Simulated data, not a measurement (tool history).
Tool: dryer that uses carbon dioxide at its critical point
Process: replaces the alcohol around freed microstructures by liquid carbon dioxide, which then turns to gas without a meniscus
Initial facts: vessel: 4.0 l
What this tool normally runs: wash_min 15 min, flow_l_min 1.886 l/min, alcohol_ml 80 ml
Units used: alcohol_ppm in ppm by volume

run   hour  wash_min  flow_l_min  alcohol_ml  alcohol_ppm
  1      0        15       1.886          80           65
  2   23.1        15       1.886          80           76
  3   35.7        15       1.886          80           74
  4   57.8        15       1.886          80           82
  5   76.1        10       1.886          80          385
  6  102.6        10       1.886          80          383
  7  123.7        15       1.886          51           65
  8  144.3        15       1.886          51           66
  9  168.6        15        2.56          80           43
 10  181.6        15        2.56          81           48
 11  199.4        15        2.56          81           44
 12  219.8        14        2.46          80           67
     230.4  -- inlet filter changed
 13  246.4        15        1.77          80           93
 14  263.5        10        2.18          78          200
 15  287.7        17       1.886          73           74
 16  300.9         9        1.17          80         1853
 17  326.8        10        1.46          38          404
 18  349.3        15        1.32          80          276
 19  360.3        15        1.32          80          286
 20  375.4        12        2.41          37           79

Below, some changes in alcohol_ppm between adjacent runs. For each, the amount present without the hidden state too (settings, incoming material, random variation) and the amount remaining for the hidden state with gauge scatter not shared by both compared results:
The tool's hidden condition here consists of: flow that reaches the vessel past the clogged filter, %; alcohol in the recycled carbon dioxide, ppm; drift of the gauge itself on alcohol_ppm, %.
Run 4 -> 5: wash_min 15 -> 10. alcohol_ppm +303 ppm by volume: hidden state +62, all else +241.
Run 6 -> 7: wash_min 10 -> 15, alcohol_ml 80 -> 51. alcohol_ppm -318 ppm by volume: hidden state -64, all else -254.
Run 15 -> 16: wash_min 17 -> 9, flow_l_min 1.886 -> 1.17, alcohol_ml 73 -> 80. alcohol_ppm +1779 ppm by volume: hidden state +44, all else +1735.
Run 16 -> 17: wash_min 9 -> 10, flow_l_min 1.17 -> 1.46, alcohol_ml 80 -> 38. alcohol_ppm -1449 ppm by volume: hidden state -29, all else -1420.
